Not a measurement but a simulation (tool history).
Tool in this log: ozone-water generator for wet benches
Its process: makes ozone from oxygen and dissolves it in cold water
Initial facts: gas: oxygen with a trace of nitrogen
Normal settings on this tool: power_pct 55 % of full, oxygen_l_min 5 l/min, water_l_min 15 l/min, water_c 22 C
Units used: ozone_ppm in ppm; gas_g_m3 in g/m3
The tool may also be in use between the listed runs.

run   hour  power_pct  oxygen_l_min  water_l_min  water_c  ozone_ppm  gas_g_m3
  1      0         55             5           15       22       19.4     205.3
  2   32.2         55             5           15       18       20.5       205
  3   76.5         55             5           15       22       19.3     203.7
  4    110         55             5           15       22       19.3     205.6
  5  135.6         69             5           15       22       23.4     252.3
  6  197.8         69             5           15       22       23.7     250.6
  7  239.1         55             5           15       18       20.3     202.4
  8  292.9         55             5           15       18       20.5     203.6
  9  342.7         55             5           15       22       19.1     204.3
 10  406.1         55             5           15       22         19       203
 11  468.6         55             5           15       22       19.4     203.8
 12  502.1         55             5           15       22         19     202.7
 13  542.4         89             5           15       18       31.5     312.3
     561.6  -- contactor cleaned
 14    591         43          6.36           15       28         14       147
 15  644.9         78          8.04           18       15       26.8     226.3
 16  674.6         78          8.04           18       15       27.2     226.2
 17  731.8         78          8.04           18       15       26.8     226.4
 18  789.2         55             5           11       20       24.7     200.3
 19  816.9         59          5.48           18       15       20.6     208.2
 20  879.6         92          5.48           11       24       35.1     306.9
 21    907         92          5.48           11       24       35.5     304.5
 22    963         92          3.12           11       24       35.4     390.2
 23  999.6         55          8.67           15       18       20.4       160

Each row is a separate what-if for the run after 23, all from the same tool condition, not one after another. Results?
  A  1052.6         55          7.74           15       19          ?         ?
  B  1052.6         55          6.17           13       20          ?         ?
  C  1052.6         55          8.67           14       18          ?         ?

run  ozone_ppm  gas_g_m3
  A       19.9     167.2
  B       21.5     184.6
  C       21.2     158.4
Take away the tool's hidden state, keep each run's random variation, and the runs would have read:
run  ozone_ppm  gas_g_m3
  A       20.5       170
  B       22.1     187.7
  C       21.8     161.1
